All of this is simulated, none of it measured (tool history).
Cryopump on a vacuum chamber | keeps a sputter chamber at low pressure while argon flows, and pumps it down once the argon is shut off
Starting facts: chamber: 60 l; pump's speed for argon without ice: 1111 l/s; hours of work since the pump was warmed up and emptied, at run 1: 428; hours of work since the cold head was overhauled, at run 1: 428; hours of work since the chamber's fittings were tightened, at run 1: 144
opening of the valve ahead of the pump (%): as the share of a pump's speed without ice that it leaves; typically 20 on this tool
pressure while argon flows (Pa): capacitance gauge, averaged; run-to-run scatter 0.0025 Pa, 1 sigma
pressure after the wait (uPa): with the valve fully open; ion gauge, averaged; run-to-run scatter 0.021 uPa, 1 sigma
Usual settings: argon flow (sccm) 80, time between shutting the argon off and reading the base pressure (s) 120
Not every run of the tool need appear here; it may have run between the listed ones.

run,day,argon flow (sccm),time between shutting the argon off and reading the base pressure (s),opening of the valve ahead of the pump (%),hours of work since the pump was warmed up and emptied,hours of work since the cold head was overhauled,hours of work since the chamber's fittings were tightened,pressure while argon flows (Pa),pressure after the wait (uPa)
1,0.000,80,120,20,428,428,144,0.6275,0.78
2,1.967,80,120,20,460,460,176,0.6346,0.80
3,4.321,80,120,20,498,498,214,0.6338,0.81
4,6.196,80,120,20,528,528,244,0.6373,0.84
5,8.500,80,53,20,565,565,281,0.6398,1.21
6,10.525,80,53,20,598,598,314,0.6404,1.21
7,12.529,80,53,20,631,631,347,0.6404,1.30
8,14.508,80,53,20,663,663,379,0.6515,1.33
9,16.692,112,34,55,698,698,414,0.3667,1.70
10,18.192,62,34,17,722,722,438,0.5895,1.69
11,19.508,74,52,55,743,743,459,0.2455,1.41
12,21.933,90,246,39,783,783,499,0.4053,1.11

Branching from run 12: 5 alternative next runs. What would each branch give?
A,22.908,90,51,39,798,798,514,?,?
B,22.908,66,246,39,798,798,514,?,?
C,22.908,46,30,26,798,798,514,?,?
D,22.908,80,119,30,798,798,514,?,?
E,22.908,40,187,55,798,798,514,?,?

run,pressure while argon flows (Pa),pressure after the wait (uPa)
A,0.4066,1.56
B,0.2974,1.13
C,0.2980,1.97
D,0.4542,1.26
E,0.1358,1.16
What these runs would have given with no unlogged condition in the tool:
run,pressure while argon flows (Pa),pressure after the wait (uPa)
A,0.3506,0.86
B,0.2564,0.42
C,0.2695,1.27
D,0.4044,0.54
E,0.1109,0.44

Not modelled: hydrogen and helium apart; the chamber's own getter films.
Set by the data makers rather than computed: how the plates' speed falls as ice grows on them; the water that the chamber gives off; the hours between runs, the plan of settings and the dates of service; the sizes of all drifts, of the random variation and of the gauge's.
